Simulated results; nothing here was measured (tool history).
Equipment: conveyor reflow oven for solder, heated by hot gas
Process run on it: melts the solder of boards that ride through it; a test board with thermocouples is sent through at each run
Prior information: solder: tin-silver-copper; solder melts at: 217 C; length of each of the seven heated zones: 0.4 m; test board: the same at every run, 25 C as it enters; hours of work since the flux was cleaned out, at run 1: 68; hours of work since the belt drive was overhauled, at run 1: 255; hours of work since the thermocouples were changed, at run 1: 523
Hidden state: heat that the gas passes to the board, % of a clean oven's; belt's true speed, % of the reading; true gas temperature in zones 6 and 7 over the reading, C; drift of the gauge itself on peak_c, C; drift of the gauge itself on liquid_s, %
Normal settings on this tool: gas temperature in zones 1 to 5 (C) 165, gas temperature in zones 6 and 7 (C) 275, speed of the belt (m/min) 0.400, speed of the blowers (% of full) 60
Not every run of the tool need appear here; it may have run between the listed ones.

| run | hour | gas temperature in zones 1 to 5 (C) | gas temperature in zones 6 and 7 (C) | speed of the belt (m/min) | speed of the blowers (% of full) | hours of work since the flux was cleaned out | hours of work since the belt drive was overhauled | hours of work since the thermocouples were changed | highest temperature of the board (C) | time above the solder's melting point (s) |
|---|---|---|---|---|---|---|---|---|---|---|
| 1 | 0.0 | 165 | 275 | 0.400 | 60 | 68 | 255 | 523 | 260.9 | 95.4 |
| 2 | 8.5 | 165 | 275 | 0.400 | 60 | 73 | 261 | 529 | 260.1 | 95.5 |
| 3 | 18.7 | 165 | 275 | 0.400 | 60 | 80 | 268 | 535 | 260.7 | 96.7 |
| 4 | 28.0 | 165 | 275 | 0.400 | 60 | 86 | 274 | 542 | 260.7 | 96.1 |
| 5 | 34.0 | 165 | 275 | 0.400 | 60 | 90 | 278 | 545 | 260.7 | 95.9 |
| 6 | 45.7 | 165 | 275 | 0.400 | 60 | 98 | 285 | 553 | 261.1 | 95.6 |
| 7 | 57.3 | 163 | 275 | 0.400 | 60 | 105 | 293 | 561 | 260.1 | 94.1 |
| 8 | 63.7 | 165 | 275 | 0.400 | 60 | 109 | 297 | 565 | 261.2 | 95.2 |
| 9 | 76.6 | 165 | 275 | 0.400 | 60 | 118 | 305 | 573 | 260.1 | 96.1 |
| 10 | 86.0 | 165 | 275 | 0.400 | 60 | 124 | 312 | 579 | 260.4 | 96.2 |
| 11 | 99.2 | 163 | 275 | 0.400 | 60 | 133 | 320 | 588 | 260.4 | 94.7 |
| 12 | 111.3 | 163 | 275 | 0.400 | 60 | 141 | 328 | 596 | 259.1 | 93.9 |
| 13 | 125.4 | 165 | 275 | 0.467 | 60 | 150 | 337 | 605 | 254.6 | 74.9 |
| 14 | 131.6 | 165 | 275 | 0.467 | 60 | 154 | 341 | 609 | 254.7 | 75.4 |
| 15 | 143.4 | 165 | 275 | 0.467 | 60 | 162 | 349 | 617 | 254.7 | 75.0 |
| 16 | 153.3 | 157 | 275 | 0.467 | 60 | 168 | 356 | 623 | 252.9 | 71.3 |
| 17 | 165.4 | 157 | 275 | 0.467 | 60 | 176 | 363 | 631 | 254.0 | 70.6 |
| 18 | 172.2 | 171 | 275 | 0.368 | 60 | 180 | 368 | 636 | 263.1 | 110.4 |
| 19 | 185.6 | 151 | 275 | 0.400 | 60 | 189 | 377 | 644 | 257.9 | 88.0 |
| 20 | 197.3 | 165 | 272 | 0.413 | 60 | 197 | 384 | 652 | 255.8 | 88.8 |
| 21 | 204.1 | 155 | 279 | 0.414 | 71 | 201 | 389 | 657 | 262.6 | 90.4 |
| 22 | 214.0 | 170 | 275 | 0.400 | 81 | 208 | 395 | 663 | 262.6 | 101.1 |
| 23 | 222.7 | 170 | 275 | 0.400 | 81 | 213 | 401 | 669 | 263.5 | 100.3 |
| 24 | 229.7 | 170 | 274 | 0.426 | 86 | 218 | 405 | 673 | 260.8 | 92.7 |
| 25 | 242.5 | 179 | 274 | 0.467 | 68 | 226 | 414 | 682 | 257.7 | 84.3 |
| 26 | 248.7 | 179 | 274 | 0.467 | 68 | 230 | 418 | 686 | 256.9 | 85.1 |
| 27 | 257.6 | 179 | 277 | 0.388 | 52 | 236 | 424 | 692 | 263.4 | 109.0 |
| 28 | 264.0 | 165 | 275 | 0.400 | 58 | 240 | 428 | 696 | 258.9 | 94.7 |
| 29 | 273.1 | 165 | 275 | 0.400 | 58 | 246 | 434 | 702 | 258.5 | 94.8 |
| 30 | 282.9 | 165 | 275 | 0.400 | 58 | 253 | 440 | 708 | 258.5 | 94.0 |

What if the next run were any one of these 5? Each begins from the tool's condition after run 30:
| A | 290.4 | 158 | 275 | 0.396 | 60 | 258 | 445 | 713 | ? | ? |
| B | 290.4 | 165 | 282 | 0.415 | 72 | 258 | 445 | 713 | ? | ? |
| C | 290.4 | 161 | 275 | 0.472 | 60 | 258 | 445 | 713 | ? | ? |
| D | 290.4 | 159 | 286 | 0.370 | 58 | 258 | 445 | 713 | ? | ? |
| E | 290.4 | 165 | 285 | 0.413 | 60 | 258 | 445 | 713 | ? | ? |

| run | highest temperature of the board (C) | time above the solder's melting point (s) |
|---|---|---|
| A | 258.8 | 93.1 |
| B | 267.2 | 97.0 |
| C | 253.1 | 71.8 |
| D | 271.5 | 111.0 |
| E | 267.9 | 98.8 |
Without the tool's unlogged condition, the same runs would have read:
| run | highest temperature of the board (C) | time above the solder's melting point (s) |
|---|---|---|
| A | 261.5 | 95.1 |
| B | 270.1 | 98.3 |
| C | 256.0 | 74.3 |
| D | 274.2 | 112.0 |
| E | 270.7 | 100.0 |
